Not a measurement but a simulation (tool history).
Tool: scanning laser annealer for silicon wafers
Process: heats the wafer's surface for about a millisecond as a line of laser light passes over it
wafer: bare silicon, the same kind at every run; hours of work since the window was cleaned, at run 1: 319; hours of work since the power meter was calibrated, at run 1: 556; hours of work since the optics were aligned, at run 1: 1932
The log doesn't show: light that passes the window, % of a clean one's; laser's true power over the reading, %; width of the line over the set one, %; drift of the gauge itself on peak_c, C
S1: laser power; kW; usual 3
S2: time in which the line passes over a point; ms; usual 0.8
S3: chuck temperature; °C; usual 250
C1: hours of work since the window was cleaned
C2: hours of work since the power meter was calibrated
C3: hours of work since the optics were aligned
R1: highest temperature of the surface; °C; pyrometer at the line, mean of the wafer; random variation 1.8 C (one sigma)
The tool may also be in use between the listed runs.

| run | day | S1 | S2 | S3 | C1 | C2 | C3 | R1 |
|---|---|---|---|---|---|---|---|---|
| 1 | 0 | 3 | 0.8 | 250 | 319 | 556 | 1932 | 1004 |
| 2 | 2.342 | 3 | 0.8 | 250 | 352 | 589 | 1965 | 1000 |
|  | 3.967 | optics aligned, line set to its width |
| 3 | 4.558 | 3 | 0.8 | 250 | 381 | 617 | 8 | 1013 |
| 4 | 5.979 | 3 | 0.8 | 250 | 401 | 638 | 29 | 1012 |
| 5 | 7.458 | 3 | 0.724 | 250 | 422 | 659 | 49 | 970 |
| 6 | 9.225 | 3 | 0.724 | 250 | 447 | 684 | 74 | 968 |
| 7 | 10.504 | 3 | 0.724 | 250 | 465 | 702 | 93 | 964 |
| 8 | 12.225 | 3 | 0.724 | 250 | 489 | 726 | 117 | 963 |
| 9 | 13.679 | 3 | 0.724 | 250 | 510 | 747 | 138 | 962 |
| 10 | 14.662 | 3 | 0.874 | 227 | 524 | 761 | 151 | 1006 |
| 11 | 16.504 | 3 | 0.874 | 227 | 550 | 787 | 178 | 1008 |
| 12 | 18.346 | 3 | 0.874 | 227 | 576 | 813 | 204 | 1003 |
| 13 | 20.096 | 2.745 | 0.856 | 216 | 601 | 838 | 228 | 914 |

The next listed run, before its measurement:
|  | 20.762 | window over the wafer cleaned |
| 14 | 22.304 | 3.078 | 0.993 | 250 | 22 | 868 | 258 | ? |

Run 14 gave R1 1154 °C.
Without the tool's hidden state the same run would have given R1 1158 °C.
